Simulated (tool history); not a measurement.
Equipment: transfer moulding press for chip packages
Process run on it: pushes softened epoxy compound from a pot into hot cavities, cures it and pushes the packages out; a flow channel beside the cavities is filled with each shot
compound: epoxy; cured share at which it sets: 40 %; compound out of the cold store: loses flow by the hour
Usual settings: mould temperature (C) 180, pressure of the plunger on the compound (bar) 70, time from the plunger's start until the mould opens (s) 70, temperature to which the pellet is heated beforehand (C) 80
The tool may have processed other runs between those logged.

run	hour	mould temperature (C)	pressure of the plunger on the compound (bar)	time from the plunger's start until the mould opens (s)	temperature to which the pellet is heated beforehand (C)	incoming compound's hours out of the cold store	length that the compound runs in the flow channel (mm)	greatest force on the pins that push the packages out (N)
1	0.0	180	70	70	80	27.0	903	528
# hour 5.0: plunger's sealing rings changed
2	10.9	180	70	87	80	31.4	872	450
3	20.9	180	70	87	80	45.2	815	448
4	37.4	180	70	87	80	30.0	885	429
5	51.2	180	70	70	76	46.9	805	531
6	59.6	180	70	70	76	46.9	811	538
# hour 62.5: cavities cleaned with cleaning compound and waxed
7	72.4	180	70	70	76	13.7	955	576
8	87.6	180	70	70	76	14.2	960	605
9	104.8	180	70	70	76	18.9	941	581

Run 10 has not been measured yet. What should we expect?
# hour 122.3: cavities cleaned with cleaning compound and waxed
10	122.3	180	70	70	76	11.4	?	?

For run 10 the tool returned length that the compound runs in the flow channel (mm) 975, greatest force on the pins that push the packages out (N) 584.
The same run, on a tool lacking any hidden state, would have yielded length that the compound runs in the flow channel (mm) 975, greatest force on the pins that push the packages out (N) 584.

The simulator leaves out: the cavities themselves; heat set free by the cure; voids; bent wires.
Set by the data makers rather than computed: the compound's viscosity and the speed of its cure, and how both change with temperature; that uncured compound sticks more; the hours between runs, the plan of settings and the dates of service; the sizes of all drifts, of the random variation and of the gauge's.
